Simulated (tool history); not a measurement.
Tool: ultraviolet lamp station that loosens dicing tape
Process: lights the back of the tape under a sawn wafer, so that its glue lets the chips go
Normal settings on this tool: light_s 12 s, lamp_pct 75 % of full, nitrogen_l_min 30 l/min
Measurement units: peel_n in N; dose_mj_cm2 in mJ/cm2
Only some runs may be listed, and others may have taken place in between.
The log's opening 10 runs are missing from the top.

run   hour  light_s  lamp_pct  nitrogen_l_min  hours of work of the lamp  hours of work since the window was cleaned  peel_n  dose_mj_cm2
 11  382.9       12        75              53                        270                                         335   0.502          161
     413.4  -- window cleaned of glue's vapour
 12  428.1       12        71              53                        293                                           7   0.644          140
 13  464.7       12        71              53                        311                                          26   0.680          135
 14  491.5       12        71              53                        325                                          39   0.681          139
 15  542.4       12        71              53                        351                                          65   0.766          135
 16  580.4       12        71              53                        370                                          84   0.750          132
     618.8  -- window cleaned of glue's vapour, once more
 17  633.1       12        71              53                        396                                           7   0.473          166
 18  683.1       12        75              30                        422                                          32   0.594          176
 19  705.7       12        75              30                        433                                          44   0.592          171
 20  748.8       12        75              30                        455                                          66   0.616          171
 21  802.1       12        75              30                        482                                          93   0.624          164

The next listed run, before its measurement:
 22  830.7       12        75              28                        496                                         107       ?            ?

peel_n: 0.660 N
dose_mj_cm2: 166 mJ/cm2
With no hidden state in the tool, this same run would have given peel_n 0.426 N, dose_mj_cm2 205 mJ/cm2.

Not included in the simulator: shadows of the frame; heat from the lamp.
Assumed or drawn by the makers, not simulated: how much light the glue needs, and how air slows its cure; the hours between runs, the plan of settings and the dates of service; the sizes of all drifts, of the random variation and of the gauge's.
